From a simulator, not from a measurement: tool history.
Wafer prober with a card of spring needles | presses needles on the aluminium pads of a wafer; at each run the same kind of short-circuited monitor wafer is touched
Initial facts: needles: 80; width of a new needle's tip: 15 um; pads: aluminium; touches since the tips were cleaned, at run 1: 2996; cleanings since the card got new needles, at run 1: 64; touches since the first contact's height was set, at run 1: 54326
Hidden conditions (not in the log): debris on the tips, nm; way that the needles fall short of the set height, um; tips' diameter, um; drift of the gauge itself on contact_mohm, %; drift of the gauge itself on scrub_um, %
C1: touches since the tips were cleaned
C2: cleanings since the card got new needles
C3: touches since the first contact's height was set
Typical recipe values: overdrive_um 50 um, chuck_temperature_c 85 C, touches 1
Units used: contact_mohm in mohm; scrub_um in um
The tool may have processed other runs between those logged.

run 1 hour=0 | overdrive_um=50 chuck_temperature_c=85 touches=1 | C1=2996 C2=64 C3=54326 | contact_mohm=265 scrub_um=7.26
-- hour=4 tips cleaned on abrasive film
run 2 hour=14.8 | overdrive_um=50 chuck_temperature_c=85 touches=1 | C1=3791 C2=65 C3=59496 | contact_mohm=264 scrub_um=7.22
-- hour=17.6 tips cleaned on abrasive film
-- hour=29.3 tips cleaned on abrasive film
run 3 hour=31.5 | overdrive_um=50 chuck_temperature_c=85 touches=1 | C1=747 C2=67 C3=65305 | contact_mohm=266 scrub_um=7.25
-- hour=41.5 tips cleaned on abrasive film
run 4 hour=51 | overdrive_um=32 chuck_temperature_c=85 touches=1 | C1=3358 C2=68 C3=72145 | contact_mohm=275 scrub_um=4.62
-- hour=53 tips cleaned on abrasive film
-- hour=65.1 tips cleaned on abrasive film
-- hour=77.6 tips cleaned on abrasive film
run 5 hour=83.4 | overdrive_um=50 chuck_temperature_c=94 touches=1 | C1=2042 C2=71 C3=83444 | contact_mohm=267 scrub_um=7.23
-- hour=90 tips cleaned on abrasive film
-- hour=102.1 tips cleaned on abrasive film
-- hour=113.5 tips cleaned on abrasive film
run 6 hour=117.8 | overdrive_um=50 chuck_temperature_c=94 touches=1 | C1=1507 C2=74 C3=95469 | contact_mohm=266 scrub_um=7.26
-- hour=124.8 tips cleaned on abrasive film
-- hour=136.9 tips cleaned on abrasive film
run 7 hour=141.9 | overdrive_um=50 chuck_temperature_c=94 touches=1 | C1=1774 C2=76 C3=103899 | contact_mohm=268 scrub_um=7.24
-- hour=149.3 tips cleaned on abrasive film
-- hour=161.7 tips cleaned on abrasive film
run 8 hour=163.3 | overdrive_um=50 chuck_temperature_c=85 touches=1 | C1=578 C2=78 C3=111353 | contact_mohm=266 scrub_um=7.27
-- hour=173.5 tips cleaned on abrasive film
run 9 hour=182.6 | overdrive_um=50 chuck_temperature_c=85 touches=1 | C1=3232 C2=79 C3=118129 | contact_mohm=262 scrub_um=7.29
-- hour=185.2 tips cleaned on abrasive film
-- hour=198.5 tips cleaned on abrasive film
run 10 hour=200 | overdrive_um=50 chuck_temperature_c=85 touches=1 | C1=524 C2=81 C3=124167 | contact_mohm=268 scrub_um=7.26
-- hour=210.5 tips cleaned on abrasive film
-- hour=221.7 tips cleaned on abrasive film
run 11 hour=222.2 | overdrive_um=50 chuck_temperature_c=85 touches=1 | C1=196 C2=83 C3=131932 | contact_mohm=264 scrub_um=7.27
-- hour=234.4 tips cleaned on abrasive film
-- hour=245.6 tips cleaned on abrasive film
run 12 hour=251.5 | overdrive_um=50 chuck_temperature_c=85 touches=1 | C1=2049 C2=85 C3=142156 | contact_mohm=266 scrub_um=7.28
-- hour=258.9 tips cleaned on abrasive film
run 13 hour=266.4 | overdrive_um=50 chuck_temperature_c=85 touches=1 | C1=2643 C2=86 C3=147381 | contact_mohm=259 scrub_um=7.32
-- hour=272 tips cleaned on abrasive film
-- hour=285.7 tips cleaned on abrasive film
run 14 hour=288.2 | overdrive_um=50 chuck_temperature_c=85 touches=1 | C1=868 C2=88 C3=154987 | contact_mohm=265 scrub_um=7.31
-- hour=297 tips cleaned on abrasive film
run 15 hour=307.1 | overdrive_um=55 chuck_temperature_c=85 touches=2 | C1=3580 C2=89 C3=161627 | contact_mohm=267 scrub_um=8.03
-- hour=309 tips cleaned on abrasive film
-- hour=321.4 tips cleaned on abrasive film
-- hour=333.1 tips cleaned on abrasive film
run 16 hour=340.8 | overdrive_um=55 chuck_temperature_c=85 touches=1 | C1=2744 C2=92 C3=173390 | contact_mohm=266 scrub_um=8.02
-- hour=345.7 tips cleaned on abrasive film
-- hour=359 tips cleaned on abrasive film
-- hour=371.3 tips cleaned on abrasive film
run 17 hour=375.3 | overdrive_um=46 chuck_temperature_c=70 touches=1 | C1=1418 C2=95 C3=185414 | contact_mohm=261 scrub_um=6.75
-- hour=382.4 tips cleaned on abrasive film
-- hour=394.4 tips cleaned on abrasive film
-- hour=406.7 tips cleaned on abrasive film
run 18 hour=406.7 | overdrive_um=42 chuck_temperature_c=68 touches=1 | C1=0 C2=98 C3=196390 | contact_mohm=264 scrub_um=6.15
-- hour=418.7 tips cleaned on abrasive film
-- hour=430.3 tips cleaned on abrasive film
run 19 hour=433 | overdrive_um=42 chuck_temperature_c=68 touches=1 | C1=956 C2=100 C3=205556 | contact_mohm=264 scrub_um=6.12
-- hour=443.5 tips cleaned on abrasive film
run 20 hour=449.1 | overdrive_um=57 chuck_temperature_c=50 touches=1 | C1=1998 C2=101 C3=211216 | contact_mohm=256 scrub_um=8.34
-- hour=455.3 tips cleaned on abrasive film
-- hour=467.7 tips cleaned on abrasive film
run 21 hour=478.5 | overdrive_um=49 chuck_temperature_c=25 touches=1 | C1=3809 C2=103 C3=221499 | contact_mohm=249 scrub_um=7.15
-- hour=481.3 tips cleaned on abrasive film
-- hour=481.6 height of the first contact set anew
-- hour=494.9 tips cleaned on abrasive film
run 22 hour=503.4 | overdrive_um=50 chuck_temperature_c=44 touches=1 | C1=2999 C2=105 C3=7625 | contact_mohm=254 scrub_um=7.35
-- hour=508.3 tips cleaned on abrasive film
-- hour=520.5 tips cleaned on abrasive film
run 23 hour=526.4 | overdrive_um=50 chuck_temperature_c=38 touches=1 | C1=2068 C2=107 C3=15664 | contact_mohm=251 scrub_um=7.38
-- hour=533.4 tips cleaned on abrasive film
-- hour=546.3 tips cleaned on abrasive film
run 24 hour=554.5 | overdrive_um=50 chuck_temperature_c=53 touches=1 | C1=2885 C2=109 C3=25485 | contact_mohm=257 scrub_um=7.39
-- hour=558.2 tips cleaned on abrasive film
-- hour=569.9 tips cleaned on abrasive film
-- hour=581.4 tips cleaned on abrasive film
run 25 hour=582.6 | overdrive_um=33 chuck_temperature_c=38 touches=2 | C1=434 C2=112 C3=35295 | contact_mohm=259 scrub_um=4.83
-- hour=593.6 tips cleaned on abrasive film
-- hour=606.8 tips cleaned on abrasive film
run 26 hour=612.2 | overdrive_um=35 chuck_temperature_c=109 touches=2 | C1=1899 C2=114 C3=45627 | contact_mohm=275 scrub_um=5.13
-- hour=620.1 tips cleaned on abrasive film
-- hour=631.8 tips cleaned on abrasive film
run 27 hour=636.5 | overdrive_um=35 chuck_temperature_c=32 touches=2 | C1=1648 C2=116 C3=54126 | contact_mohm=256 scrub_um=5.15

Alternative continuations, all from the tool just after run 27; predict every row:
-- hour=644.8 tips cleaned on abrasive film
-- hour=656.2 tips cleaned on abrasive film
-- hour=668 tips cleaned on abrasive film
run A hour=668 | overdrive_um=51 chuck_temperature_c=45 touches=2 | C1=0 C2=119 C3=65125 | contact_mohm=? scrub_um=?
-- hour=644.8 tips cleaned on abrasive film
-- hour=656.2 tips cleaned on abrasive film
-- hour=668 tips cleaned on abrasive film
run B hour=668 | overdrive_um=36 chuck_temperature_c=44 touches=3 | C1=0 C2=119 C3=65125 | contact_mohm=? scrub_um=?
-- hour=644.8 tips cleaned on abrasive film
-- hour=656.2 tips cleaned on abrasive film
-- hour=668 tips cleaned on abrasive film
run C hour=668 | overdrive_um=48 chuck_temperature_c=44 touches=1 | C1=0 C2=119 C3=65125 | contact_mohm=? scrub_um=?
-- hour=644.8 tips cleaned on abrasive film
-- hour=656.2 tips cleaned on abrasive film
-- hour=668 tips cleaned on abrasive film
run D hour=668 | overdrive_um=44 chuck_temperature_c=32 touches=2 | C1=0 C2=119 C3=65125 | contact_mohm=? scrub_um=?

run=A contact_mohm=251 scrub_um=7.51
run=B contact_mohm=258 scrub_um=5.29
run=C contact_mohm=253 scrub_um=7.08
run=D contact_mohm=249 scrub_um=6.48
Had the tool no hidden state, the same runs would have come out as:
run=A contact_mohm=251 scrub_um=7.36
run=B contact_mohm=258 scrub_um=5.19
run=C contact_mohm=253 scrub_um=6.94
run=D contact_mohm=249 scrub_um=6.35
